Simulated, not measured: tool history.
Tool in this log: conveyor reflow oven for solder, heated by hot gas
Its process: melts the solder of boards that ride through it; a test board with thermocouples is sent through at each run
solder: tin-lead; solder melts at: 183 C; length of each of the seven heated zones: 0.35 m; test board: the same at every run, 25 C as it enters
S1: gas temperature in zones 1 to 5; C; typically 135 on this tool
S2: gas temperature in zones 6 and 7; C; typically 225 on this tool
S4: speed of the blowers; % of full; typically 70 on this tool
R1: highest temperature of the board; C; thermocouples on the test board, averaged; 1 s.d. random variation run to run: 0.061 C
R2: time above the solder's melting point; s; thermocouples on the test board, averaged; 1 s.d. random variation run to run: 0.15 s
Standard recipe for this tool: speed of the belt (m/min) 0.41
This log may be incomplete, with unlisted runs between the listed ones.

Run 1, hour 0: usual settings. Result: R1 210.98 C, R2 69.4 s.
Run 2, hour 48.6: usual settings. Result: R1 211.11 C, R2 69.4 s.
Run 3, hour 93.3: usual settings. Result: R1 211.01 C, R2 69.3 s.
Run 4, hour 150.4: usual settings. Result: R1 211.13 C, R2 69.5 s.
At hour 205: flux residue cleaned out of gas plates and filters.
Run 5, hour 216.7: usual settings. Result: R1 211.17 C, R2 69.7 s.
Run 6, hour 262.5: usual settings but S4 74 % of full. Result: R1 211.63 C, R2 70.3 s.
Run 7, hour 318.3: usual settings but speed of the belt (m/min) 0.408. Result: R1 211.2 C, R2 70.1 s.
Run 8, hour 385.8: usual settings but speed of the belt (m/min) 0.408. Result: R1 211.24 C, R2 70.2 s.
At hour 445.9: belt drive overhauled, speed set with a stopwatch.
Run 9, hour 455.7: usual settings but S1 128 C. Result: R1 209.93 C, R2 64.9 s.
Run 10, hour 490.6: usual settings but S1 128 C, S2 218 C. Result: R1 203.7 C, R2 56.4 s.
Run 11, hour 548.1: usual settings. Result: R1 211.09 C, R2 69.2 s.
Run 12, hour 585.1: usual settings. Result: R1 210.98 C, R2 69.4 s.
At hour 631.3: flux residue cleaned out of gas plates and filters.
Run 13, hour 635.9: usual settings. Result: R1 211.09 C, R2 69.6 s.
Run 14, hour 710.2: usual settings but S1 122 C. Result: R1 208.92 C, R2 61.1 s.
Run 15, hour 751.4: usual settings but S1 122 C. Result: R1 209.09 C, R2 61 s.
Run 16, hour 830.1: usual settings but S1 133 C, speed of the belt (m/min) 0.426, S4 56 % of full. Result: R1 207.35 C, R2 59.6 s.
Run 17, hour 894.3: usual settings but S1 133 C, speed of the belt (m/min) 0.426, S4 56 % of full. Result: R1 207.33 C, R2 59.8 s.
Run 18, hour 973: usual settings but S1 133 C, speed of the belt (m/min) 0.426, S4 56 % of full. Result: R1 207.31 C, R2 59.6 s.
Run 19, hour 1037.6: usual settings but S1 136 C, S2 230 C, speed of the belt (m/min) 0.426, S4 67 % of full. Result: R1 214.08 C, R2 70 s.
At hour 1056.2: flux residue cleaned out of gas plates and filters.
Run 20, hour 1119.5: usual settings but S1 130 C. Result: R1 210.44 C, R2 66 s.
Run 21, hour 1199.8: usual settings but S1 130 C. Result: R1 210.28 C, R2 66.2 s.
Run 22, hour 1241.5: usual settings but S1 136 C, S2 228 C. Result: R1 213.84 C, R2 73.4 s.
At hour 1295.3: thermocouples of zones 6 and 7 changed.
Run 23, hour 1313: usual settings but S1 124 C, S2 226 C, speed of the belt (m/min) 0.377, S4 52 % of full. Result: R1 209.66 C, R2 68 s.
Run 24, hour 1363.6: usual settings but S1 124 C, S2 226 C, speed of the belt (m/min) 0.377, S4 52 % of full. Result: R1 209.49 C, R2 67.9 s.
Run 25, hour 1423.9: usual settings but S1 124 C, S2 219 C, speed of the belt (m/min) 0.377, S4 52 % of full. Result: R1 203.46 C, R2 58.6 s.
At hour 1483.7: flux residue cleaned out of gas plates and filters.
Run 26, hour 1495.4: usual settings but S2 230 C, speed of the belt (m/min) 0.358. Result: R1 219.16 C, R2 90.5 s.
Run 27, hour 1575.8: usual settings but S2 230 C, speed of the belt (m/min) 0.489, S4 71 % of full. Result: R1 210.08 C, R2 55 s.
Run 28, hour 1658.3: usual settings but S1 120 C, S2 226 C. Result: R1 209.67 C, R2 60.9 s.
Run 29, hour 1715.6: usual settings. Result: R1 211.15 C, R2 69.6 s.
Run 30, hour 1786.2: usual settings. Result: R1 211.1 C, R2 69.5 s.

Below are 4 alternative next runs, each starting from the tool's condition after run 30. Predict each:
Run A, hour 1827.1: usual settings but S1 122 C, speed of the belt (m/min) 0.403. Result: R1 ?, R2 ?.
Run B, hour 1827.1: usual settings but S1 136 C, S2 220 C. Result: R1 ?, R2 ?.
Run C, hour 1827.1: usual settings but S1 128 C, speed of the belt (m/min) 0.407, S4 50 % of full. Result: R1 ?, R2 ?.
Run D, hour 1827.1: usual settings but S4 51 % of full. Result: R1 ?, R2 ?.

run      R1    R2
  A  209.45  63.2
  B  206.74  64.7
  C  206.47  59.1
  D  207.88  63.6
What these runs would have given with no unlogged condition in the tool:
run      R1    R2
  A  209.43  63.2
  B  206.73  64.7
  C  206.45    59
  D  207.86  63.5

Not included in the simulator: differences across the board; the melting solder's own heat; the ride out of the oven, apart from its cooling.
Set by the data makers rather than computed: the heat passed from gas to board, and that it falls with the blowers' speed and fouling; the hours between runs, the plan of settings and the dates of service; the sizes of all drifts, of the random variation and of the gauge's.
